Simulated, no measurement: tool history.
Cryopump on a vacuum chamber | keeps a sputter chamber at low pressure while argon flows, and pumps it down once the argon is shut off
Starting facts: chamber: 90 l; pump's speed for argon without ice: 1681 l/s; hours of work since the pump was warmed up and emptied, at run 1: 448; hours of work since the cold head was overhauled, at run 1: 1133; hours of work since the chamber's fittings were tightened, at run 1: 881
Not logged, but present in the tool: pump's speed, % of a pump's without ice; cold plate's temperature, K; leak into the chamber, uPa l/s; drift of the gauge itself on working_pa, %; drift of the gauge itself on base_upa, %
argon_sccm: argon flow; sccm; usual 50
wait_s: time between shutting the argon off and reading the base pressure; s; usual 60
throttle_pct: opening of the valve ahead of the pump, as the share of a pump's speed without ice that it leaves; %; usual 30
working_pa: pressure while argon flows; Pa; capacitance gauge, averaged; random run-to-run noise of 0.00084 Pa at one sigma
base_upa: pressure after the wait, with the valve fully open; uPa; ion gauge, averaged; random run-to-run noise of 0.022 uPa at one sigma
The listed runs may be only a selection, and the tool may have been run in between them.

run,hour,argon_sccm,wait_s,throttle_pct,hours of work since the pump was warmed up and emptied,hours of work since the cold head was overhauled,hours of work since the chamber's fittings were tightened,working_pa,base_upa
1,0.0,50,60,30,448,1133,881,0.1753,0.74
2,67.2,50,181,30,479,1164,912,0.1763,0.44
3,127.9,50,146,30,507,1192,940,0.1758,0.53
4,181.2,50,146,19,532,1216,965,0.2768,0.52
5,212.4,55,60,30,546,1231,979,0.1952,0.74
6,260.7,55,60,18,568,1253,1001,0.3195,0.77
7,315.9,55,60,18,594,1278,1027,0.3201,0.78
8,346.1,21,60,18,608,1292,1041,0.1223,0.79
9,386.2,21,60,18,626,1311,1059,0.1234,0.78
10,419.0,21,60,18,641,1326,1074,0.1233,0.78
# hour 450.2: pump warmed up, emptied and cooled again
11,461.3,65,60,18,5,1343,1091,0.3642,0.72
12,523.4,50,60,25,34,1372,1120,0.2038,0.75
13,590.3,50,202,30,65,1403,1151,0.1685,0.43
14,650.0,50,202,30,92,1430,1178,0.1707,0.43
15,708.5,50,60,30,119,1457,1205,0.1698,0.77
16,746.8,50,60,30,137,1475,1223,0.1720,0.77
17,776.5,50,60,30,150,1489,1237,0.1722,0.76
18,833.2,50,216,31,177,1515,1263,0.1664,0.47
19,900.9,50,216,31,208,1546,1294,0.1657,0.45
20,945.2,50,216,31,228,1566,1314,0.1666,0.47
21,1000.8,34,126,56,254,1592,1340,0.0650,0.59
22,1037.8,59,76,18,271,1609,1357,0.3356,0.71
23,1103.7,59,76,18,301,1639,1388,0.3357,0.69
24,1163.1,29,30,31,329,1667,1415,0.0978,1.22
25,1202.6,43,30,31,347,1685,1433,0.1455,1.29
26,1251.1,27,199,25,369,1707,1456,0.1125,0.49
27,1284.1,44,116,16,384,1723,1471,0.2840,0.55
28,1318.7,50,60,51,400,1738,1487,0.1070,0.79
29,1364.4,50,60,51,421,1760,1508,0.1056,0.84
30,1428.4,50,60,19,451,1789,1537,0.2741,0.82
31,1472.9,50,60,19,471,1810,1558,0.2724,0.83
32,1534.6,34,67,30,500,1838,1586,0.1213,0.75
33,1582.4,29,113,30,522,1860,1608,0.1033,0.64
34,1614.3,29,113,30,537,1875,1623,0.1031,0.64

Consider 3 possible next runs. They are alternatives, not a sequence: every one starts from the tool as it was left by run 34. What does each give?
A,1664.3,20,113,16,560,1898,1646,?,?
B,1664.3,29,95,30,560,1898,1646,?,?
C,1664.3,23,60,30,560,1898,1646,?,?

run,working_pa,base_upa
A,0.1296,0.68
B,0.1030,0.67
C,0.0818,0.90
Without the tool's hidden state the same runs would have given:
run,working_pa,base_upa
A,0.1253,0.45
B,0.0968,0.45
C,0.0768,0.68
